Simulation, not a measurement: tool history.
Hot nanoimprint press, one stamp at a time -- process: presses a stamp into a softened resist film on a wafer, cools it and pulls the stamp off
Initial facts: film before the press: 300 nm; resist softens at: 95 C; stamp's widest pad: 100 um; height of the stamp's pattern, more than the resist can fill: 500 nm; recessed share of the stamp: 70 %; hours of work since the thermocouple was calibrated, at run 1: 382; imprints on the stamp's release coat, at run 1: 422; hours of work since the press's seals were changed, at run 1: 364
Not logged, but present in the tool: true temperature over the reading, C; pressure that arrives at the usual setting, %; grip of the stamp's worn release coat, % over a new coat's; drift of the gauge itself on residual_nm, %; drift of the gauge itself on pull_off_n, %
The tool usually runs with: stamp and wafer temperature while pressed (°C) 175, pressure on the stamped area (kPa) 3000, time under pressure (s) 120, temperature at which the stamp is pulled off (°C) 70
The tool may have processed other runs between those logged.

run,hour,stamp and wafer temperature while pressed (°C),pressure on the stamped area (kPa),time under pressure (s),temperature at which the stamp is pulled off (°C),hours of work since the thermocouple was calibrated,imprints on the stamp's release coat,hours of work since the press's seals were changed,resist left under the stamp's widest pad (angstrom),greatest force while the stamp is pulled off (N)
1,0.0,175,3000,120,70,382,422,364,1422,199
2,22.5,175,3000,120,70,400,481,381,1410,208
3,33.9,175,2050,120,70,408,511,390,1680,207
# hour 44.8: stamp cleaned and given a new release coat
4,57.2,175,3000,120,70,422,33,404,1413,184
5,72.3,175,3000,120,70,434,72,415,1413,184
6,91.0,175,3000,120,70,448,121,430,1413,186
7,114.0,175,3000,120,70,466,181,448,1413,188
8,130.8,175,3000,120,70,479,225,461,1403,193
9,151.6,175,3000,120,70,495,280,477,1411,194
10,167.2,183,3000,120,70,507,321,489,1092,197
11,182.8,175,3000,120,70,520,361,501,1412,199
12,205.7,175,3000,120,70,537,421,519,1402,200
13,224.1,175,3000,99,70,552,470,533,1504,206
14,234.5,175,3000,120,74,560,497,542,1410,198
# hour 250.2: stamp cleaned and given a new release coat
15,251.0,175,3000,120,74,568,3,550,1404,177
16,264.1,175,3000,120,74,578,37,560,1402,176
# hour 276.9: plate thermocouple calibrated
17,281.0,175,3000,120,74,3,73,571,1467,182
18,292.9,187,2390,75,56,12,104,580,1344,212
19,309.9,173,2390,62,56,26,149,593,2069,223
20,332.9,173,2390,62,56,44,209,611,2075,217
# hour 349.5: press's hydraulic seals changed and the load cell set to zero
21,356.8,182,2390,95,60,56,251,6,1400,214
22,369.7,182,2390,95,60,66,285,16,1405,212
23,386.2,175,2240,139,71,79,328,28,1571,197
24,406.7,164,2860,139,67,95,382,44,1961,209
25,419.4,176,2230,151,67,105,415,54,1485,209
26,442.7,175,3000,80,63,123,476,72,1640,222
27,453.3,184,3180,78,56,131,504,81,1224,234
# hour 465.5: stamp cleaned and given a new release coat
28,474.3,184,3180,78,56,143,23,92,1212,211
29,490.7,175,3000,164,58,155,66,105,1276,210

Predict each of these 3 candidate next runs independently; none follows another, all start after run 29:
A,510.8,165,2150,68,70,171,119,121,?,?
B,510.8,175,2210,167,70,171,119,121,?,?
C,510.8,173,3000,120,68,171,119,121,?,?

run,resist left under the stamp's widest pad (angstrom),greatest force while the stamp is pulled off (N)
A,2425,186
B,1478,191
C,1524,195
With the hidden condition removed and each run's random variation left untouched, the same runs would have given:
run,resist left under the stamp's widest pad (angstrom),greatest force while the stamp is pulled off (N)
A,2437,181
B,1490,186
C,1534,190
